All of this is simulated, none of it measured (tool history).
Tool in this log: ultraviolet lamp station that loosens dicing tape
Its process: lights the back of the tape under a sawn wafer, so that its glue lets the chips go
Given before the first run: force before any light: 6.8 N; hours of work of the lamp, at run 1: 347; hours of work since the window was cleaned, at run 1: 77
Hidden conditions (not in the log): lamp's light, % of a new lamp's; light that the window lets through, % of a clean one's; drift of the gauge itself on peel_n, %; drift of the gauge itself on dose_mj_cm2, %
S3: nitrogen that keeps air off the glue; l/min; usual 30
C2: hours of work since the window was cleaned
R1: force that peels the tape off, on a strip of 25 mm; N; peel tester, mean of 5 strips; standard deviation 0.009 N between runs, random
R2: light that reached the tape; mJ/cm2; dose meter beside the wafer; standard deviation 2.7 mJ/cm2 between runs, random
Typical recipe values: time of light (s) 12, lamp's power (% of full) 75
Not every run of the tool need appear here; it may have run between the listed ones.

Run 1, day 0.000: usual settings; hours of work of the lamp 347; C2 77. Result: R1 0.533 N, R2 307 mJ/cm2.
Run 2, day 3.683: usual settings; hours of work of the lamp 416; C2 146. Result: R1 0.601 N, R2 285 mJ/cm2.
Run 3, day 7.375: usual settings; hours of work of the lamp 485; C2 215. Result: R1 0.673 N, R2 271 mJ/cm2.
At day 8.108: window cleaned of glue's vapour.
Run 4, day 9.829: usual settings but lamp's power (% of full) 72; hours of work of the lamp 530; C2 32. Result: R1 0.712 N, R2 265 mJ/cm2.
Run 5, day 12.538: usual settings; hours of work of the lamp 581; C2 83. Result: R1 0.727 N, R2 265 mJ/cm2.
Run 6, day 15.946: usual settings but time of light (s) 9; hours of work of the lamp 645; C2 146. Result: R1 1.277 N, R2 183 mJ/cm2.
Run 7, day 19.238: usual settings but time of light (s) 9; hours of work of the lamp 706; C2 208. Result: R1 1.399 N, R2 174 mJ/cm2.
At day 20.321: window cleaned of glue's vapour.
Run 8, day 21.404: usual settings; hours of work of the lamp 746; C2 20. Result: R1 0.867 N, R2 238 mJ/cm2.
Run 9, day 24.500: usual settings; hours of work of the lamp 804; C2 78. Result: R1 0.940 N, R2 226 mJ/cm2.
Run 10, day 27.033: usual settings; hours of work of the lamp 851; C2 125. Result: R1 1.056 N, R2 215 mJ/cm2.
Run 11, day 30.308: usual settings; hours of work of the lamp 913; C2 187. Result: R1 1.161 N, R2 203 mJ/cm2.
At day 31.954: lamp changed.
At day 32.375: window cleaned of glue's vapour.
Run 12, day 32.646: usual settings; hours of work of the lamp 13; C2 5. Result: R1 0.372 N, R2 358 mJ/cm2.
Run 13, day 35.154: usual settings; hours of work of the lamp 59; C2 52. Result: R1 0.434 N, R2 351 mJ/cm2.
Run 14, day 38.175: usual settings but time of light (s) 11; hours of work of the lamp 116; C2 108. Result: R1 0.526 N, R2 312 mJ/cm2.
Run 15, day 41.738: usual settings but time of light (s) 11, lamp's power (% of full) 67, S3 24 l/min; hours of work of the lamp 182; C2 175. Result: R1 0.832 N, R2 266 mJ/cm2.
At day 44.379: window cleaned of glue's vapour.
Run 16, day 44.912: usual settings but lamp's power (% of full) 92, S3 9 l/min; hours of work of the lamp 241; C2 10. Result: R1 0.816 N, R2 393 mJ/cm2.
Run 17, day 48.904: usual settings but time of light (s) 6, lamp's power (% of full) 73, S3 16 l/min; hours of work of the lamp 316; C2 85. Result: R1 2.397 N, R2 147 mJ/cm2.
Run 18, day 52.225: usual settings but time of light (s) 6, lamp's power (% of full) 73, S3 20 l/min; hours of work of the lamp 378; C2 147. Result: R1 2.327 N, R2 136 mJ/cm2.
Run 19, day 55.625: usual settings but time of light (s) 11, lamp's power (% of full) 74, S3 26 l/min; hours of work of the lamp 442; C2 210. Result: R1 0.870 N, R2 247 mJ/cm2.
At day 56.604: window cleaned of glue's vapour.
Run 20, day 59.338: usual settings but time of light (s) 11, lamp's power (% of full) 74, S3 26 l/min; hours of work of the lamp 510; C2 51. Result: R1 0.874 N, R2 248 mJ/cm2.
Run 21, day 62.583: usual settings but time of light (s) 10, lamp's power (% of full) 88; hours of work of the lamp 571; C2 112. Result: R1 0.797 N, R2 256 mJ/cm2.
Run 22, day 65.446: usual settings but time of light (s) 10, lamp's power (% of full) 88; hours of work of the lamp 625; C2 165. Result: R1 0.887 N, R2 241 mJ/cm2.
Run 23, day 67.221: usual settings but time of light (s) 8, lamp's power (% of full) 88, S3 17 l/min; hours of work of the lamp 658; C2 198. Result: R1 1.761 N, R2 190 mJ/cm2.
At day 68.612: window cleaned of glue's vapour.
Run 24, day 69.983: usual settings but time of light (s) 8, lamp's power (% of full) 88, S3 17 l/min; hours of work of the lamp 709; C2 26. Result: R1 1.705 N, R2 184 mJ/cm2.
Run 25, day 71.688: usual settings but time of light (s) 8, lamp's power (% of full) 88, S3 17 l/min; hours of work of the lamp 741; C2 57. Result: R1 1.970 N, R2 184 mJ/cm2.
Run 26, day 73.575: usual settings but lamp's power (% of full) 68; hours of work of the lamp 776; C2 93. Result: R1 1.159 N, R2 202 mJ/cm2.
Run 27, day 77.033: usual settings but time of light (s) 10, lamp's power (% of full) 76, S3 40 l/min; hours of work of the lamp 841; C2 157. Result: R1 1.221 N, R2 177 mJ/cm2.

Measured less the same run without the tool's hidden state. The same run-to-run variation is in both; the gauge's scatter may not be:
run      R1    R2
  1  +0.170   -63
  2  +0.227   -80
  3  +0.303   -96
  4  +0.314   -89
  5  +0.356  -106
  6  +0.641   -90
  7  +0.750  -100
  8  +0.498  -131
  9  +0.583  -144
 10  +0.680  -152
 11  +0.784  -167
 12  +0.008    -4
 13  +0.035   -16
 14  +0.081   -27
 15  +0.185   -37
 16  +0.187   -57
 17  +0.459   -31
 18  +0.576   -38
 19  +0.375   -84
 20  +0.378   -85
 21  +0.398  -107
 22  +0.484  -117
 23  +0.852  -101
 24  +0.819  -100
 25  +0.989  -106
 26  +0.697  -129
 27  +0.788  -131
